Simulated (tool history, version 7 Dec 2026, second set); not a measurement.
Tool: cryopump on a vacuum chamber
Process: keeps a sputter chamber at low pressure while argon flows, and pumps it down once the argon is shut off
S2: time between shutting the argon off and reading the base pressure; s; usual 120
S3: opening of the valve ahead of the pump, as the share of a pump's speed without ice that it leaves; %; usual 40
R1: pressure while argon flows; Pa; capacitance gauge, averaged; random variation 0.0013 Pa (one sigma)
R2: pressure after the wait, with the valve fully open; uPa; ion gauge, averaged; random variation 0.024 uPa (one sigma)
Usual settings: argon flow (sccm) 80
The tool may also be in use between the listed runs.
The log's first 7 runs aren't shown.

{"run": 8, "hour": 138.3, "argon flow (sccm)": 80, "S2": 120, "S3": 40, "R1": 0.3438, "R2": 1.62}
{"run": 9, "hour": 161.5, "argon flow (sccm)": 80, "S2": 120, "S3": 40, "R1": 0.3432, "R2": 1.61}
{"run": 10, "hour": 191.6, "argon flow (sccm)": 80, "S2": 120, "S3": 40, "R1": 0.3446, "R2": 1.66}
{"run": 11, "hour": 207.5, "argon flow (sccm)": 80, "S2": 120, "S3": 40, "R1": 0.3454, "R2": 1.69}
{"run": 12, "hour": 233.8, "argon flow (sccm)": 80, "S2": 120, "S3": 25, "R1": 0.5411, "R2": 1.69}
{"run": 13, "hour": 251.4, "argon flow (sccm)": 80, "S2": 225, "S3": 40, "R1": 0.346, "R2": 1.4}
{"run": 14, "hour": 267.4, "argon flow (sccm)": 80, "S2": 196, "S3": 40, "R1": 0.3461, "R2": 1.42}
{"hour": 294.2, "done": "pump warmed up, emptied and cooled again"}
{"run": 15, "hour": 295.2, "argon flow (sccm)": 80, "S2": 196, "S3": 40, "R1": 0.3244, "R2": 1.31}
{"run": 16, "hour": 323.4, "argon flow (sccm)": 80, "S2": 196, "S3": 40, "R1": 0.3281, "R2": 1.33}
{"run": 17, "hour": 339.4, "argon flow (sccm)": 80, "S2": 196, "S3": 40, "R1": 0.3281, "R2": 1.29}

Forecast run 18:
{"run": 18, "hour": 355.2, "argon flow (sccm)": 48, "S2": 81, "S3": 17, "R1": "?", "R2": "?"}

{"run 18": {"R1": 0.4585, "R2": 1.91}}
Without the tool's hidden state the same run would have given R1 0.4563 Pa, R2 1.22 uPa.
